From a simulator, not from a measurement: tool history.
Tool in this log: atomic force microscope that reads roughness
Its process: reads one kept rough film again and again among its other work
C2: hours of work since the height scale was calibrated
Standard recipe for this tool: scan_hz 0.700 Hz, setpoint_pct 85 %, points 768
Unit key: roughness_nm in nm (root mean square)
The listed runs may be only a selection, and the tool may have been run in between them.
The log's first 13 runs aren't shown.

{"run": 14, "day": 14.712, "scan_hz": 1.245, "setpoint_pct": 85, "points": 768, "pictures with this tip": 84, "C2": 466, "roughness_nm": 1.007}
{"run": 15, "day": 15.583, "scan_hz": 0.7, "setpoint_pct": 82, "points": 768, "pictures with this tip": 100, "C2": 476, "roughness_nm": 1.08}
{"run": 16, "day": 16.808, "scan_hz": 0.7, "setpoint_pct": 68, "points": 768, "pictures with this tip": 122, "C2": 489, "roughness_nm": 1.115}
{"run": 17, "day": 17.8, "scan_hz": 0.7, "setpoint_pct": 68, "points": 768, "pictures with this tip": 140, "C2": 499, "roughness_nm": 1.107}
{"run": 18, "day": 19.388, "scan_hz": 0.7, "setpoint_pct": 68, "points": 768, "pictures with this tip": 168, "C2": 517, "roughness_nm": 1.102}
{"run": 19, "day": 20.208, "scan_hz": 0.784, "setpoint_pct": 68, "points": 768, "pictures with this tip": 183, "C2": 525, "roughness_nm": 1.094}
{"day": 21.462, "done": "new tip fitted"}
{"run": 20, "day": 21.588, "scan_hz": 0.784, "setpoint_pct": 68, "points": 768, "pictures with this tip": 3, "C2": 540, "roughness_nm": 1.14}
{"run": 21, "day": 23.008, "scan_hz": 0.784, "setpoint_pct": 68, "points": 768, "pictures with this tip": 28, "C2": 555, "roughness_nm": 1.126}
{"run": 22, "day": 23.862, "scan_hz": 0.7, "setpoint_pct": 67, "points": 768, "pictures with this tip": 44, "C2": 565, "roughness_nm": 1.133}
{"run": 23, "day": 24.862, "scan_hz": 0.7, "setpoint_pct": 67, "points": 768, "pictures with this tip": 62, "C2": 575, "roughness_nm": 1.13}
{"run": 24, "day": 26.075, "scan_hz": 0.7, "setpoint_pct": 57, "points": 768, "pictures with this tip": 84, "C2": 588, "roughness_nm": 1.144}
{"run": 25, "day": 27.9, "scan_hz": 0.7, "setpoint_pct": 57, "points": 768, "pictures with this tip": 117, "C2": 608, "roughness_nm": 1.127}
{"day": 28.088, "done": "height scale calibrated on a step standard"}
{"run": 26, "day": 28.917, "scan_hz": 0.7, "setpoint_pct": 87, "points": 292, "pictures with this tip": 134, "C2": 9, "roughness_nm": 1.04}
{"run": 27, "day": 29.838, "scan_hz": 0.7, "setpoint_pct": 79, "points": 768, "pictures with this tip": 151, "C2": 19, "roughness_nm": 1.075}
{"run": 28, "day": 31.55, "scan_hz": 0.571, "setpoint_pct": 85, "points": 768, "pictures with this tip": 182, "C2": 37, "roughness_nm": 1.059}
{"day": 32.45, "done": "height scale calibrated on a step standard, once more"}
{"run": 29, "day": 32.625, "scan_hz": 1.683, "setpoint_pct": 85, "points": 768, "pictures with this tip": 200, "C2": 2, "roughness_nm": 0.937}
{"day": 32.846, "done": "new tip fitted"}
{"run": 30, "day": 34.017, "scan_hz": 0.7, "setpoint_pct": 83, "points": 719, "pictures with this tip": 21, "C2": 17, "roughness_nm": 1.089}
{"run": 31, "day": 35.812, "scan_hz": 0.7, "setpoint_pct": 76, "points": 576, "pictures with this tip": 53, "C2": 36, "roughness_nm": 1.105}
{"run": 32, "day": 37.333, "scan_hz": 1.919, "setpoint_pct": 76, "points": 895, "pictures with this tip": 81, "C2": 52, "roughness_nm": 1.007}
{"run": 33, "day": 38.233, "scan_hz": 3.911, "setpoint_pct": 70, "points": 870, "pictures with this tip": 97, "C2": 62, "roughness_nm": 0.949}
{"run": 34, "day": 40.033, "scan_hz": 0.7, "setpoint_pct": 68, "points": 908, "pictures with this tip": 129, "C2": 82, "roughness_nm": 1.108}
{"run": 35, "day": 40.975, "scan_hz": 0.7, "setpoint_pct": 64, "points": 908, "pictures with this tip": 146, "C2": 92, "roughness_nm": 1.111}
{"run": 36, "day": 42.042, "scan_hz": 2.289, "setpoint_pct": 56, "points": 857, "pictures with this tip": 166, "C2": 103, "roughness_nm": 1.081}
{"run": 37, "day": 43.029, "scan_hz": 0.7, "setpoint_pct": 80, "points": 768, "pictures with this tip": 183, "C2": 114, "roughness_nm": 1.061}

Run 38 has not been measured yet. What should we expect?
{"day": 44.208, "done": "new tip fitted"}
{"run": 38, "day": 44.862, "scan_hz": 1.482, "setpoint_pct": 64, "points": 309, "pictures with this tip": 12, "C2": 133, "roughness_nm": "?"}

{"run 38": {"roughness_nm": 1.112}}
Were there no unlogged condition in the tool, this run, its random variation unchanged, would have produced roughness_nm 1.118 nm (root mean square).

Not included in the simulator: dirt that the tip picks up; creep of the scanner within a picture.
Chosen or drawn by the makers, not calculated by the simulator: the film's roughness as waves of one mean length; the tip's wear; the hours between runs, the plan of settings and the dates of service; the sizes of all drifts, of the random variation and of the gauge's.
